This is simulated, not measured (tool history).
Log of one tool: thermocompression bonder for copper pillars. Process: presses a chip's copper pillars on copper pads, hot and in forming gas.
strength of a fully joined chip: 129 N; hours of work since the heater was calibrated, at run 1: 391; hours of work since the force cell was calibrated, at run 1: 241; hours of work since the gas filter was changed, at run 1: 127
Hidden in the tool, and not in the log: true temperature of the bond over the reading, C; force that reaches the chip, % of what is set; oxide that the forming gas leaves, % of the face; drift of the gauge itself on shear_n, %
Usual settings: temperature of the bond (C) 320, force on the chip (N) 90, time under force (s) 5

| run | hour | temperature of the bond (C) | force on the chip (N) | time under force (s) | hours of work since the heater was calibrated | hours of work since the force cell was calibrated | hours of work since the gas filter was changed | force that shears a chip off (N) |
|---|---|---|---|---|---|---|---|---|
| 1 | 0.0 | 320 | 90 | 5 | 391 | 241 | 127 | 78.8 |
| 2 | 28.3 | 320 | 90 | 5 | 408 | 258 | 143 | 78.1 |
| 3 | 67.7 | 320 | 90 | 5 | 431 | 281 | 166 | 78.2 |
| 4 | 107.4 | 320 | 90 | 8 | 454 | 304 | 190 | 87.0 |
| 5 | 146.0 | 320 | 90 | 8 | 477 | 326 | 212 | 85.9 |
| 6 | 182.5 | 320 | 90 | 8 | 498 | 348 | 234 | 85.2 |
| 7 | 224.0 | 338 | 90 | 5 | 522 | 372 | 258 | 88.2 |
| 8 | 278.6 | 344 | 128 | 5 | 554 | 404 | 290 | 105.6 |
| 9 | 335.1 | 308 | 90 | 5 | 587 | 437 | 323 | 62.6 |
| 10 | 389.7 | 308 | 90 | 5 | 619 | 469 | 355 | 62.4 |

Forecast each of these 5 alternatives for the next run:
| A | 412.5 | 350 | 88 | 15 | 632 | 482 | 368 | ? |
| B | 412.5 | 331 | 99 | 3 | 632 | 482 | 368 | ? |
| C | 412.5 | 316 | 98 | 9 | 632 | 482 | 368 | ? |
| D | 412.5 | 320 | 90 | 3 | 632 | 482 | 368 | ? |
| E | 412.5 | 326 | 90 | 9 | 632 | 482 | 368 | ? |

| run | force that shears a chip off (N) |
|---|---|
| A | 107.0 |
| B | 74.4 |
| C | 84.7 |
| D | 60.7 |
| E | 86.7 |
Without the tool's hidden state the same runs would have given:
| run | force that shears a chip off (N) |
|---|---|
| A | 122.9 |
| B | 89.2 |
| C | 100.7 |
| D | 73.8 |
| E | 102.5 |

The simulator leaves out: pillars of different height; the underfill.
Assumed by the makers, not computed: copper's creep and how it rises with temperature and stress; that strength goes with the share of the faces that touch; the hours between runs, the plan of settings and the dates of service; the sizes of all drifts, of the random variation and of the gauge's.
